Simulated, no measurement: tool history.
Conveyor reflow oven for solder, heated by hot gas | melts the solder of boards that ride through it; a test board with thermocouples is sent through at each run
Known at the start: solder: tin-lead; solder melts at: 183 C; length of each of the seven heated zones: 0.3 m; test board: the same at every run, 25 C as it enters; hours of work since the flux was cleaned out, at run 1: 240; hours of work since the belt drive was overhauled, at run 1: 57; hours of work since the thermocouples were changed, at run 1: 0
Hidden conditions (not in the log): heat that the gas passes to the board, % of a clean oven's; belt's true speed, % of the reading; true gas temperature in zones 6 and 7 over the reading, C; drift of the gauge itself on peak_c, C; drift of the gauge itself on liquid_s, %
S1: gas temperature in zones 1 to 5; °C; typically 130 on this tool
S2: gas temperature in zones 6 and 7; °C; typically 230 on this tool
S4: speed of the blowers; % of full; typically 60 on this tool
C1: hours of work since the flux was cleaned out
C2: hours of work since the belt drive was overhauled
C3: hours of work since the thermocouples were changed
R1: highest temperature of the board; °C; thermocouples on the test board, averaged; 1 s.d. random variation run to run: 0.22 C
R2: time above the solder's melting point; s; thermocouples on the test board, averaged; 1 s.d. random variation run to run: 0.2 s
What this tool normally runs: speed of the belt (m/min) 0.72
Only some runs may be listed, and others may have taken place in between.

Run 1, day 0: usual settings; C1 240; C2 57; C3 0. Result: R1 211 °C, R2 31.5 s.
At day 0.738: flux residue cleaned out of gas plates and filters.
Run 2, day 2.05: usual settings; C1 17; C2 81; C3 25. Result: R1 212.4 °C, R2 33.7 s.
Run 3, day 3.546: usual settings; C1 37; C2 101; C3 44. Result: R1 212.3 °C, R2 32.7 s.
Run 4, day 6.417: usual settings; C1 76; C2 140; C3 83. Result: R1 212.6 °C, R2 33.1 s.
Run 5, day 8.046: usual settings; C1 97; C2 161; C3 104. Result: R1 212.2 °C, R2 33.2 s.
Run 6, day 9.521: usual settings; C1 117; C2 181; C3 124. Result: R1 212.3 °C, R2 33.2 s.
Run 7, day 13.004: usual settings; C1 163; C2 227; C3 170. Result: R1 211.9 °C, R2 32.8 s.
Run 8, day 15.762: usual settings; C1 200; C2 264; C3 207. Result: R1 212.4 °C, R2 32.8 s.
Run 9, day 18.829: usual settings but S4 89 % of full; C1 241; C2 305; C3 248. Result: R1 216.7 °C, R2 36.5 s.
At day 19.283: flux residue cleaned out of gas plates and filters.
Run 10, day 20.512: usual settings; C1 16; C2 325; C3 268. Result: R1 213.8 °C, R2 34.4 s.
Run 11, day 22.562: usual settings; C1 44; C2 352; C3 295. Result: R1 213.7 °C, R2 34 s.
Run 12, day 25.429: usual settings; C1 82; C2 390; C3 333. Result: R1 213.2 °C, R2 33.8 s.
Run 13, day 27.7: usual settings; C1 112; C2 420; C3 363. Result: R1 213.3 °C, R2 33.7 s.
Run 14, day 29.896: usual settings; C1 141; C2 450; C3 393. Result: R1 213.1 °C, R2 34.1 s.
Run 15, day 31.862: usual settings; C1 168; C2 476; C3 419. Result: R1 213.1 °C, R2 34.2 s.
Run 16, day 34.575: usual settings; C1 204; C2 512; C3 455. Result: R1 212.7 °C, R2 34 s.
Run 17, day 36.229: usual settings but S1 128 °C, speed of the belt (m/min) 0.785; C1 226; C2 534; C3 477. Result: R1 209.5 °C, R2 27.9 s.
At day 37.912: flux residue cleaned out of gas plates and filters.
Run 18, day 39.8: usual settings but S1 140 °C, S2 241 °C, speed of the belt (m/min) 0.78; C1 25; C2 579; C3 522. Result: R1 223.1 °C, R2 37.9 s.
Run 19, day 42.154: usual settings but S1 124 °C, S2 222 °C, speed of the belt (m/min) 0.78; C1 57; C2 610; C3 553. Result: R1 204 °C, R2 24 s.
Run 20, day 45.025: usual settings but S1 121 °C, S2 232 °C, speed of the belt (m/min) 0.784; C1 95; C2 648; C3 592. Result: R1 211.2 °C, R2 28.2 s.
Run 21, day 46.938: usual settings but S2 244 °C, speed of the belt (m/min) 0.845; C1 120; C2 674; C3 617. Result: R1 220 °C, R2 31.5 s.
Run 22, day 49.896: usual settings but S2 242 °C, speed of the belt (m/min) 0.709; C1 160; C2 713; C3 656. Result: R1 225.2 °C, R2 40.4 s.
Run 23, day 52.225: usual settings but S2 242 °C, speed of the belt (m/min) 0.709; C1 191; C2 744; C3 687. Result: R1 224.9 °C, R2 41.2 s.
Run 24, day 54.596: usual settings but S1 128 °C; C1 222; C2 776; C3 719. Result: R1 213.6 °C, R2 33.7 s.
At day 56.458: flux residue cleaned out of gas plates and filters.
Run 25, day 57.904: usual settings but S2 223 °C, speed of the belt (m/min) 0.615, S4 53 % of full; C1 19; C2 817; C3 760. Result: R1 212.5 °C, R2 40.4 s.
Run 26, day 59.438: usual settings but S2 239 °C, speed of the belt (m/min) 0.615, S4 53 % of full; C1 40; C2 838; C3 781. Result: R1 227.1 °C, R2 48.8 s.
Run 27, day 62.208: usual settings but S4 61 % of full; C1 77; C2 875; C3 818. Result: R1 215.8 °C, R2 36 s.
Run 28, day 65.379: usual settings but S4 61 % of full; C1 119; C2 917; C3 860. Result: R1 215.5 °C, R2 35.8 s.
Run 29, day 67.388: usual settings but S1 135 °C, S2 231 °C; C1 146; C2 944; C3 887. Result: R1 217.5 °C, R2 38.1 s.
Run 30, day 69.921: usual settings but S1 135 °C, S2 231 °C; C1 179; C2 977; C3 920. Result: R1 217.1 °C, R2 37.4 s.

Take each entry between the runs: how does the hidden state at the last listed run before it differ from the hidden state at the first listed run after it?
After run 1, before run 2: flux residue cleaned out of gas plates and filters (day 0.738)
  heat that the gas passes to the board, % of a clean oven's: 92 -> 98.9; belt's true speed, % of the reading: 99.85 -> 99.78; true gas temperature in zones 6 and 7 over the reading, C: -0.41 -> -0.31
  measured value less the no-hidden-state value, R1: -2.2 -> -0.4 °C; R2: -1.6 -> -0.2 s
After run 9, before run 10: flux residue cleaned out of gas plates and filters (day 19.283)
  heat that the gas passes to the board, % of a clean oven's: 91.5 -> 99.3; belt's true speed, % of the reading: 99.16 -> 99.1; true gas temperature in zones 6 and 7 over the reading, C: 0.55 -> 0.64
  measured value less the no-hidden-state value, R1: -1.5 -> +0.7 °C; R2: -0.8 -> +0.7 s
After run 17, before run 18: flux residue cleaned out of gas plates and filters (day 37.912)
  heat that the gas passes to the board, % of a clean oven's: 92.3 -> 98.3; belt's true speed, % of the reading: 98.51 -> 98.39; true gas temperature in zones 6 and 7 over the reading, C: 1.45 -> 1.6
  measured value less the no-hidden-state value, R1: -0.2 -> +1.5 °C; R2: +0 -> +1.3 s
After run 24, before run 25: flux residue cleaned out of gas plates and filters (day 56.458)
  heat that the gas passes to the board, % of a clean oven's: 91.7 -> 99.3; belt's true speed, % of the reading: 97.86 -> 97.75; true gas temperature in zones 6 and 7 over the reading, C: 2.36 -> 2.5
  measured value less the no-hidden-state value, R1: +0.8 -> +2.7 °C; R2: +1 -> +2.9 s
